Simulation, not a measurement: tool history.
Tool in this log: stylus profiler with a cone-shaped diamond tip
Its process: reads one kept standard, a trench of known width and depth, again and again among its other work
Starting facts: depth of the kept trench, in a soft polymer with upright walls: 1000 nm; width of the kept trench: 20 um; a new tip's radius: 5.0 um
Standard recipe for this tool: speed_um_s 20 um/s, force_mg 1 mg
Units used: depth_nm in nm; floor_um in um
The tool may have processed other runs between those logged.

run,hour,speed_um_s,force_mg,depth_nm,floor_um
1,0,20,1,1003.13,14.01
2,15.8,20,1,1002.93,13.97
3,33.3,20,1.67,1004.85,13.99
4,52.1,20,1.67,1004.64,13.86
5,65.7,20,0.47,1002.16,13.81
6,79.8,20,0.47,1002.09,13.79
7,94.8,20,0.47,1002.46,13.81
8,115.1,10,1,1003.79,13.85
9,127.4,10,1,1003.48,13.89
10,150.6,10,1,1003.82,13.77
11,162.3,10,1,1003.51,13.78
12,180,10,1,1003.55,13.81
13,191.3,10,1,1003.96,13.72
14,204.5,10,1,1004.27,13.68
15,223,10,1,1003.6,13.66
16,239.2,63,1,1004.38,13.37
17,252.2,31,1,1004.05,13.52
18,267.3,10,1,1003.85,13.68
19,287.4,20,2.81,1007.54,13.61
20,306.3,20,2.81,1007.46,13.56
21,328,20,2.81,1007.52,13.56
22,348,20,2.81,1007.64,13.57
23,368.4,20,2.81,1008,13.46
24,384.8,20,2.81,1007.89,13.45
25,397.8,20,2.81,1007.43,13.45
26,418.3,6,0.58,1003.36,13.4
27,441.9,6,2.76,1007.66,13.46
28,466.4,39,1.85,1006.5,13.25
29,483.3,74,2.21,1006.5,13.1
30,495.3,74,2.21,1007.55,13.07
31,515.2,33,0.36,1003.34,13.06
32,530.8,64,2.16,1007.34,13.1
33,544.9,64,2.16,1007.21,13.12
34,556.9,54,1.22,1005.28,13.04
35,567.5,54,1.22,1005.53,13
36,585.7,54,1.22,1005.27,13.02
37,608.6,20,2.53,1008.03,13.17
38,627.3,20,2.53,1008.06,13.14
39,638.3,6,2.27,1007.66,13.13
40,650.1,39,0.55,1004.35,12.92
41,668.5,28,1.79,1006.96,13.02
42,679,20,0.53,1004.35,12.96
43,700.8,20,0.53,1004.08,12.97
44,725.2,19,0.45,1003.99,12.94
45,743.5,19,0.35,1003.82,12.89
46,759.8,6,0.79,1005.66,12.98

Subtracting, for every run, the result it would have given without the tool's unlogged condition from the measured result gives the following. The same run-to-run variation enters both numbers; the gauge's scatter may not:
Unlogged tool condition in this case: radius of the tip, um; height scale over the true one, %; drift of the gauge itself on depth_nm, %; drift of the gauge itself on floor_um, %.
run,depth_nm,floor_um
1,-0.11,+0.08
2,-0.06,+0.05
3,+0,+0.02
4,+0.05,-0.01
5,+0.1,-0.03
6,+0.15,-0.05
7,+0.21,-0.07
8,+0.27,-0.1
9,+0.31,-0.12
10,+0.39,-0.15
11,+0.43,-0.17
12,+0.49,-0.2
13,+0.53,-0.21
14,+0.57,-0.22
15,+0.63,-0.26
16,+0.69,-0.29
17,+0.73,-0.3
18,+0.78,-0.32
19,+0.85,-0.35
20,+0.92,-0.37
21,+0.99,-0.4
22,+1.05,-0.43
23,+1.12,-0.45
24,+1.18,-0.47
25,+1.23,-0.5
26,+1.29,-0.53
27,+1.38,-0.56
28,+1.46,-0.59
29,+1.52,-0.61
30,+1.57,-0.62
31,+1.62,-0.65
32,+1.68,-0.68
33,+1.73,-0.69
34,+1.77,-0.71
35,+1.81,-0.71
36,+1.87,-0.74
37,+1.95,-0.77
38,+2.02,-0.79
39,+2.06,-0.81
40,+2.09,-0.82
41,+2.15,-0.84
42,+2.18,-0.86
43,+2.25,-0.88
44,+2.33,-0.91
45,+2.4,-0.94
46,+2.45,-0.96
